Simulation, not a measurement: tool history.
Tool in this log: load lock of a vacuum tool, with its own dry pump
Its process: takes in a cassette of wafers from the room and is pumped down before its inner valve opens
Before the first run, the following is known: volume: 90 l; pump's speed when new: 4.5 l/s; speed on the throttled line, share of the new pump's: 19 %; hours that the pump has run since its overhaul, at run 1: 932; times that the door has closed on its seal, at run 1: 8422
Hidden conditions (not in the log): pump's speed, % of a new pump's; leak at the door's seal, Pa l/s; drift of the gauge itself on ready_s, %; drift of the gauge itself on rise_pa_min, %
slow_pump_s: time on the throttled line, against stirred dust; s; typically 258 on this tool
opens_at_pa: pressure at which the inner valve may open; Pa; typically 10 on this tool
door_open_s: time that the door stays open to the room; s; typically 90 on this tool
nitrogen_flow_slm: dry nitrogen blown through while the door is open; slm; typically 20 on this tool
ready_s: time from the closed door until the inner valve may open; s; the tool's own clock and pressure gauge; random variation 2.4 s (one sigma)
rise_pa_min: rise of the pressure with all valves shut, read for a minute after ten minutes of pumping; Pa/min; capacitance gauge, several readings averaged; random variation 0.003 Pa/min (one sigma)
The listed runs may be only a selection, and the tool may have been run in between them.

| run | hour | slow_pump_s | opens_at_pa | door_open_s | nitrogen_flow_slm | hours that the pump has run since its overhaul | times that the door has closed on its seal | incoming humidity of the room's air, % | ready_s | rise_pa_min |
|---|---|---|---|---|---|---|---|---|---|---|
| 1 | 0.0 | 258 | 10 | 90 | 20 | 932 | 8422 | 44.6 | 391.4 | 0.046 |
| 2 | 92.6 | 158 | 10 | 90 | 20 | 1025 | 8861 | 42.0 | 313.2 | 0.051 |
| 3 | 170.2 | 158 | 10 | 90 | 19 | 1102 | 9228 | 42.5 | 312.8 | 0.054 |
| 4 | 224.4 | 158 | 10 | 90 | 19 | 1157 | 9485 | 42.5 | 314.4 | 0.056 |
| 5 | 321.9 | 158 | 10 | 90 | 19 | 1254 | 9946 | 45.1 | 315.1 | 0.053 |
| 6 | 381.2 | 158 | 10 | 90 | 19 | 1313 | 10226 | 48.9 | 315.8 | 0.059 |
| 7 | 459.5 | 158 | 10 | 90 | 19 | 1392 | 10597 | 46.5 | 316.4 | 0.056 |
| 8 | 517.0 | 158 | 10 | 90 | 14 | 1449 | 10869 | 44.8 | 312.5 | 0.061 |
| 9 | 602.7 | 258 | 10 | 90 | 20 | 1535 | 11275 | 46.8 | 392.8 | 0.056 |
| 10 | 716.7 | 258 | 10 | 90 | 42 | 1649 | 11814 | 48.5 | 393.9 | 0.055 |
| 11 | 773.5 | 258 | 10 | 54 | 42 | 1706 | 12083 | 44.0 | 396.5 | 0.044 |
| 12 | 864.2 | 258 | 10 | 54 | 42 | 1796 | 12513 | 46.9 | 394.5 | 0.047 |
| 13 | 946.8 | 258 | 10 | 54 | 42 | 1879 | 12904 | 46.1 | 394.9 | 0.050 |
| 14 | 1052.9 | 231 | 10 | 90 | 20 | 1985 | 13406 | 44.0 | 374.8 | 0.066 |
| 15 | 1111.2 | 418 | 10 | 90 | 20 | 2044 | 13682 | 43.3 | 527.9 | 0.062 |
| 16 | 1207.2 | 418 | 10 | 90 | 20 | 2139 | 14136 | 44.1 | 519.4 | 0.068 |
| 17 | 1271.7 | 418 | 10 | 90 | 20 | 2204 | 14442 | 46.4 | 526.3 | 0.073 |
| 18 | 1334.9 | 258 | 10 | 129 | 20 | 2267 | 14741 | 43.2 | 398.5 | 0.078 |
| 19 | 1439.7 | 168 | 10 | 43 | 20 | 2372 | 15237 | 44.6 | 322.9 | 0.059 |
| 20 | 1494.3 | 168 | 10 | 56 | 20 | 2427 | 15495 | 47.5 | 325.6 | 0.061 |
| 21 | 1602.9 | 168 | 10 | 56 | 20 | 2535 | 16009 | 46.0 | 328.0 | 0.072 |
| 22 | 1719.9 | 168 | 13 | 56 | 43 | 2652 | 16563 | 44.7 | 321.8 | 0.062 |
| 23 | 1823.3 | 168 | 13 | 56 | 43 | 2756 | 17052 | 47.4 | 316.2 | 0.063 |
| 24 | 1940.0 | 168 | 13 | 56 | 43 | 2872 | 17604 | 43.8 | 318.0 | 0.064 |
| 25 | 2062.5 | 168 | 13 | 56 | 43 | 2995 | 18185 | 42.0 | 322.6 | 0.066 |
| 26 | 2186.3 | 236 | 8 | 31 | 17 | 3119 | 18771 | 46.5 | 387.6 | 0.071 |
| 27 | 2245.4 | 258 | 19 | 90 | 12 | 3178 | 19050 | 43.4 | 383.8 | 0.093 |
| 28 | 2303.1 | 196 | 19 | 90 | 12 | 3235 | 19323 | 44.1 | 338.5 | 0.094 |
| 29 | 2409.9 | 196 | 19 | 90 | 12 | 3342 | 19829 | 45.0 | 336.6 | 0.100 |
| 30 | 2528.1 | 204 | 8 | 35 | 14 | 3460 | 20388 | 46.5 | 359.4 | 0.087 |
| 31 | 2647.5 | 438 | 10 | 82 | 20 | 3580 | 20954 | 42.9 | 544.9 | 0.094 |
| 32 | 2774.4 | 258 | 10 | 90 | 12 | 3707 | 21554 | 47.5 | 396.8 | 0.111 |
| 33 | 2871.9 | 258 | 10 | 90 | 12 | 3804 | 22015 | 47.8 | 398.6 | 0.110 |
| 34 | 2964.2 | 258 | 10 | 90 | 12 | 3896 | 22452 | 43.7 | 396.0 | 0.112 |
| 35 | 3055.0 | 258 | 18 | 90 | 20 | 3987 | 22882 | 48.5 | 387.3 | 0.118 |
| 36 | 3110.8 | 258 | 18 | 90 | 20 | 4043 | 23146 | 46.4 | 386.9 | 0.113 |

The logged runs with the hidden state left out (each run's random variation unchanged):
| run | ready_s | rise_pa_min |
|---|---|---|
| 1 | 392.3 | 0.026 |
| 2 | 314.0 | 0.030 |
| 3 | 313.5 | 0.032 |
| 4 | 315.0 | 0.033 |
| 5 | 315.6 | 0.029 |
| 6 | 316.2 | 0.034 |
| 7 | 316.7 | 0.030 |
| 8 | 312.7 | 0.034 |
| 9 | 392.9 | 0.027 |
| 10 | 393.8 | 0.025 |
| 11 | 396.3 | 0.012 |
| 12 | 394.2 | 0.015 |
| 13 | 394.5 | 0.016 |
| 14 | 374.2 | 0.030 |
| 15 | 527.4 | 0.025 |
| 16 | 518.8 | 0.030 |
| 17 | 525.6 | 0.033 |
| 18 | 397.5 | 0.037 |
| 19 | 321.7 | 0.016 |
| 20 | 324.3 | 0.017 |
| 21 | 326.5 | 0.024 |
| 22 | 320.2 | 0.012 |
| 23 | 314.4 | 0.011 |
| 24 | 316.1 | 0.010 |
| 25 | 320.5 | 0.009 |
| 26 | 385.4 | 0.012 |
| 27 | 381.4 | 0.033 |
| 28 | 336.2 | 0.031 |
| 29 | 334.2 | 0.034 |
| 30 | 356.2 | 0.020 |
| 31 | 542.9 | 0.024 |
| 32 | 393.9 | 0.037 |
| 33 | 395.6 | 0.034 |
| 34 | 392.9 | 0.034 |
| 35 | 384.3 | 0.036 |
| 36 | 383.8 | 0.033 |
